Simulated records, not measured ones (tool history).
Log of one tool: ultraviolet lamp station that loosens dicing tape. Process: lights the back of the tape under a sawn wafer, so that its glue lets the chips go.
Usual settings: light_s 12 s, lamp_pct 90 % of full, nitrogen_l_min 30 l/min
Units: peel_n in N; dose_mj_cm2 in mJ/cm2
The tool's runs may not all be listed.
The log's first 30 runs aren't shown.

run 31 hour=1084.1 | light_s=13 lamp_pct=90 nitrogen_l_min=30 | peel_n=0.763 dose_mj_cm2=258
run 32 hour=1123.1 | light_s=12 lamp_pct=90 nitrogen_l_min=13 | peel_n=1.399 dose_mj_cm2=230
run 33 hour=1169.4 | light_s=12 lamp_pct=90 nitrogen_l_min=13 | peel_n=1.488 dose_mj_cm2=225
run 34 hour=1197.7 | light_s=13 lamp_pct=64 nitrogen_l_min=47 | peel_n=1.263 dose_mj_cm2=172
run 35 hour=1245.3 | light_s=13 lamp_pct=64 nitrogen_l_min=47 | peel_n=1.276 dose_mj_cm2=166
run 36 hour=1292.1 | light_s=10 lamp_pct=72 nitrogen_l_min=30 | peel_n=1.915 dose_mj_cm2=135
run 37 hour=1331.7 | light_s=19 lamp_pct=90 nitrogen_l_min=11 | peel_n=0.942 dose_mj_cm2=317
run 38 hour=1371.0 | light_s=9 lamp_pct=90 nitrogen_l_min=34 | peel_n=1.738 dose_mj_cm2=148
run 39 hour=1405.0 | light_s=9 lamp_pct=90 nitrogen_l_min=34 | peel_n=1.737 dose_mj_cm2=144
run 40 hour=1431.1 | light_s=9 lamp_pct=90 nitrogen_l_min=34 | peel_n=1.776 dose_mj_cm2=144
-- hour=1455.0 lamp changed
run 41 hour=1472.0 | light_s=9 lamp_pct=61 nitrogen_l_min=12 | peel_n=2.101 dose_mj_cm2=175
-- hour=1489.0 window cleaned of glue's vapour
run 42 hour=1497.0 | light_s=17 lamp_pct=69 nitrogen_l_min=15 | peel_n=0.490 dose_mj_cm2=423

5 ways to go on from here, each from the tool as it stands after run 42. What would each give?
run A hour=1537.4 | light_s=17 lamp_pct=69 nitrogen_l_min=19 | peel_n=? dose_mj_cm2=?
run B hour=1537.4 | light_s=12 lamp_pct=90 nitrogen_l_min=19 | peel_n=? dose_mj_cm2=?
run C hour=1537.4 | light_s=16 lamp_pct=61 nitrogen_l_min=13 | peel_n=? dose_mj_cm2=?
run D hour=1537.4 | light_s=8 lamp_pct=90 nitrogen_l_min=27 | peel_n=? dose_mj_cm2=?
run E hour=1537.4 | light_s=12 lamp_pct=98 nitrogen_l_min=11 | peel_n=? dose_mj_cm2=?

run=A peel_n=0.413 dose_mj_cm2=415
run=B peel_n=0.477 dose_mj_cm2=382
run=C peel_n=0.747 dose_mj_cm2=345
run=D peel_n=0.825 dose_mj_cm2=256
run=E peel_n=0.582 dose_mj_cm2=413
Without the tool's hidden state the same runs would have given:
run=A peel_n=0.389 dose_mj_cm2=431
run=B peel_n=0.447 dose_mj_cm2=397
run=C peel_n=0.700 dose_mj_cm2=357
run=D peel_n=0.774 dose_mj_cm2=265
run=E peel_n=0.545 dose_mj_cm2=429
